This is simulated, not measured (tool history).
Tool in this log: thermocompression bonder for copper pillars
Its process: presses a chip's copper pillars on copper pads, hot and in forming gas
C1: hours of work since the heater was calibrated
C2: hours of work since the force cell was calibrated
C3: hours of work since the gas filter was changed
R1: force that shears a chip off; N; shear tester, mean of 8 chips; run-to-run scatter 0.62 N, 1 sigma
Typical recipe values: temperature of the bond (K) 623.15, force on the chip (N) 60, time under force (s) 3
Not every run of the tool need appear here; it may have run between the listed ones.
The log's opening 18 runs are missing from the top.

run 19 hour=341.8 | temperature_of_the_bond_(K)=623.15 force_on_the_chip_(N)=60 time_under_force_(s)=3 | C1=581 C2=919 C3=323 | R1=57.2
run 20 hour=358.5 | temperature_of_the_bond_(K)=623.15 force_on_the_chip_(N)=40 time_under_force_(s)=3 | C1=590 C2=929 C3=332 | R1=44.5
run 21 hour=375.9 | temperature_of_the_bond_(K)=641.15 force_on_the_chip_(N)=60 time_under_force_(s)=2 | C1=600 C2=938 C3=342 | R1=54.2
run 22 hour=396.5 | temperature_of_the_bond_(K)=594.15 force_on_the_chip_(N)=52 time_under_force_(s)=7 | C1=612 C2=950 C3=354 | R1=55.8
run 23 hour=418.1 | temperature_of_the_bond_(K)=600.15 force_on_the_chip_(N)=53 time_under_force_(s)=2 | C1=624 C2=962 C3=366 | R1=39.2
run 24 hour=432.9 | temperature_of_the_bond_(K)=600.15 force_on_the_chip_(N)=53 time_under_force_(s)=2 | C1=632 C2=971 C3=374 | R1=38.8
-- hour=435.4 forming gas filter changed
run 25 hour=451.3 | temperature_of_the_bond_(K)=623.15 force_on_the_chip_(N)=60 time_under_force_(s)=2 | C1=642 C2=981 C3=9 | R1=51.8
run 26 hour=466.7 | temperature_of_the_bond_(K)=623.15 force_on_the_chip_(N)=60 time_under_force_(s)=2 | C1=651 C2=989 C3=18 | R1=52.1
run 27 hour=488.8 | temperature_of_the_bond_(K)=621.15 force_on_the_chip_(N)=60 time_under_force_(s)=2 | C1=663 C2=1002 C3=30 | R1=50.1
run 28 hour=504.3 | temperature_of_the_bond_(K)=611.15 force_on_the_chip_(N)=71 time_under_force_(s)=3 | C1=672 C2=1011 C3=39 | R1=60.6
run 29 hour=522.4 | temperature_of_the_bond_(K)=630.15 force_on_the_chip_(N)=60 time_under_force_(s)=7 | C1=682 C2=1021 C3=49 | R1=74.1
run 30 hour=546.0 | temperature_of_the_bond_(K)=630.15 force_on_the_chip_(N)=60 time_under_force_(s)=7 | C1=696 C2=1034 C3=62 | R1=76.2
run 31 hour=559.5 | temperature_of_the_bond_(K)=624.15 force_on_the_chip_(N)=71 time_under_force_(s)=7 | C1=703 C2=1042 C3=70 | R1=77.8
run 32 hour=572.3 | temperature_of_the_bond_(K)=615.15 force_on_the_chip_(N)=40 time_under_force_(s)=2 | C1=710 C2=1049 C3=77 | R1=36.5
run 33 hour=588.9 | temperature_of_the_bond_(K)=615.15 force_on_the_chip_(N)=40 time_under_force_(s)=2 | C1=720 C2=1058 C3=87 | R1=37.0
run 34 hour=603.3 | temperature_of_the_bond_(K)=615.15 force_on_the_chip_(N)=64 time_under_force_(s)=2 | C1=728 C2=1067 C3=95 | R1=50.4
run 35 hour=618.6 | temperature_of_the_bond_(K)=615.15 force_on_the_chip_(N)=64 time_under_force_(s)=2 | C1=736 C2=1075 C3=103 | R1=50.2
run 36 hour=640.6 | temperature_of_the_bond_(K)=596.15 force_on_the_chip_(N)=70 time_under_force_(s)=3 | C1=749 C2=1088 C3=116 | R1=52.3
run 37 hour=661.3 | temperature_of_the_bond_(K)=636.15 force_on_the_chip_(N)=70 time_under_force_(s)=2 | C1=761 C2=1099 C3=127 | R1=61.1
run 38 hour=679.3 | temperature_of_the_bond_(K)=599.15 force_on_the_chip_(N)=36 time_under_force_(s)=3 | C1=771 C2=1109 C3=138 | R1=35.4
run 39 hour=694.1 | temperature_of_the_bond_(K)=594.15 force_on_the_chip_(N)=40 time_under_force_(s)=4 | C1=779 C2=1118 C3=146 | R1=41.4
run 40 hour=711.2 | temperature_of_the_bond_(K)=623.15 force_on_the_chip_(N)=60 time_under_force_(s)=2 | C1=789 C2=1127 C3=156 | R1=51.6

Consider 4 possible next runs. They are alternatives, not a sequence: every one starts from the tool as it was left by run 40. What does each give?
run A hour=732.9 | temperature_of_the_bond_(K)=612.15 force_on_the_chip_(N)=57 time_under_force_(s)=2 | C1=801 C2=1140 C3=168 | R1=?
run B hour=732.9 | temperature_of_the_bond_(K)=623.15 force_on_the_chip_(N)=60 time_under_force_(s)=6 | C1=801 C2=1140 C3=168 | R1=?
run C hour=732.9 | temperature_of_the_bond_(K)=648.15 force_on_the_chip_(N)=67 time_under_force_(s)=7 | C1=801 C2=1140 C3=168 | R1=?
run D hour=732.9 | temperature_of_the_bond_(K)=623.15 force_on_the_chip_(N)=36 time_under_force_(s)=2 | C1=801 C2=1140 C3=168 | R1=?

run=A R1=46.2
run=B R1=71.1
run=C R1=81.8
run=D R1=35.9
Take away the tool's hidden state, keep each run's random variation, and the runs would have read:
run=A R1=43.3
run=B R1=68.3
run=C R1=80.1
run=D R1=33.3
